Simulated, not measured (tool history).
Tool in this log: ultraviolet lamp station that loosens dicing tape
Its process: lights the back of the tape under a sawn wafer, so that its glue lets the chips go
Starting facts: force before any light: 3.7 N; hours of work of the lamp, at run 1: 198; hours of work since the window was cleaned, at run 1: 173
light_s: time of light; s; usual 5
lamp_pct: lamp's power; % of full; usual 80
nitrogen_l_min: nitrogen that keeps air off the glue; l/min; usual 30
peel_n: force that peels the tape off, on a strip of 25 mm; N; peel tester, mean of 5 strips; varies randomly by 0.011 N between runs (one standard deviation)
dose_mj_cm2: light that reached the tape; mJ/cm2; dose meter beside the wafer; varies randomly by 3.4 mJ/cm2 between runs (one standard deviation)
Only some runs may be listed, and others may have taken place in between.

run,day,light_s,lamp_pct,nitrogen_l_min,hours of work of the lamp,hours of work since the window was cleaned,peel_n,dose_mj_cm2
1,0.000,5,80,30,198,173,0.530,518
2,0.300,5,75,30,203,178,0.590,482
3,0.504,5,75,30,206,181,0.575,479
4,0.738,5,80,30,210,184,0.505,515
5,0.992,5,80,23,213,188,0.590,511
6,1.271,5,80,23,218,192,0.606,518
7,1.525,5,80,23,222,196,0.583,513
8,1.838,5,80,23,226,201,0.599,512
9,2.046,5,80,23,229,204,0.611,509
10,2.471,5,80,30,236,211,0.532,511
11,2.771,9,63,59,240,215,0.229,721
12,3.158,2,80,30,246,221,1.595,204
13,3.479,4,93,35,251,226,0.563,478
14,3.829,2,75,35,257,231,1.629,191

Run 15 has not been measured yet. What should we expect?
15,4.175,3,75,35,262,236,?,?

{"run 15": {"peel_n": 1.136, "dose_mj_cm2": 285}}
With the hidden condition absent and the run-to-run variation left alone, this run would have shown peel_n 1.030 N, dose_mj_cm2 310 mJ/cm2.
